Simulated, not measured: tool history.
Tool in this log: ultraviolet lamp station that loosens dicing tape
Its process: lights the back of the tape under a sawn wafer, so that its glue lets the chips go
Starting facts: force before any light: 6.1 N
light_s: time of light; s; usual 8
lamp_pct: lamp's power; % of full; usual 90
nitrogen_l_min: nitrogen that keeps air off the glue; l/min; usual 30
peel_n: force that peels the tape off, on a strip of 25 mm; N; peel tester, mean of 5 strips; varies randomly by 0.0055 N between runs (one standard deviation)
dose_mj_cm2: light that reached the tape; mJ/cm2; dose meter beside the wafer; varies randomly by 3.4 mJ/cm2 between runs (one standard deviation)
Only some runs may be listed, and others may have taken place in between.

run	hour	light_s	lamp_pct	nitrogen_l_min	peel_n	dose_mj_cm2
1	0.0	8	90	30	0.131	511
2	15.5	8	90	45	0.108	515
3	29.9	8	90	45	0.105	512
4	43.9	8	90	45	0.112	512
5	52.4	8	90	45	0.123	512
6	63.5	8	90	45	0.113	510
7	79.2	8	90	45	0.115	504
8	87.6	8	90	45	0.117	509
# hour 89.2: window cleaned of glue's vapour
9	105.6	8	99	30	0.123	548
10	122.7	8	99	30	0.128	541
11	132.7	8	90	16	0.257	484
12	141.9	8	90	16	0.232	487
13	153.5	5	66	16	1.285	219
# hour 156.7: window cleaned of glue's vapour, once more
14	169.6	5	66	16	1.135	239
15	181.0	5	92	18	0.570	334
16	195.7	5	90	30	0.431	330
17	209.0	8	65	12	0.568	381
18	217.2	8	65	12	0.598	378
19	228.8	7	72	27	0.344	368
20	245.7	13	61	10	0.242	563
21	259.8	13	75	48	0.070	704
22	271.5	13	75	48	0.069	702
23	286.0	11	96	53	0.069	758
24	293.0	6	69	21	0.680	295

Measured minus without-hidden-state, run by run (identical run-to-run variation in each term; gauge scatter may differ):
Unlogged tool condition in this case: lamp's light, % of a new lamp's; light that the window lets through, % of a clean one's; drift of the gauge itself on peel_n, %; drift of the gauge itself on dose_mj_cm2, %.
run	peel_n	dose_mj_cm2
1	+0.022	-43
2	+0.016	-45
3	+0.017	-47
4	+0.018	-48
5	+0.018	-49
6	+0.019	-50
7	+0.019	-51
8	+0.019	-53
9	+0.027	-73
10	+0.028	-75
11	+0.074	-69
12	+0.069	-70
13	+0.258	-32
14	+0.107	-14
15	+0.075	-21
16	+0.063	-22
17	+0.079	-26
18	+0.084	-27
19	+0.057	-27
20	+0.043	-44
21	+0.004	-58
22	+0.003	-59
23	+0.002	-67
24	+0.115	-26

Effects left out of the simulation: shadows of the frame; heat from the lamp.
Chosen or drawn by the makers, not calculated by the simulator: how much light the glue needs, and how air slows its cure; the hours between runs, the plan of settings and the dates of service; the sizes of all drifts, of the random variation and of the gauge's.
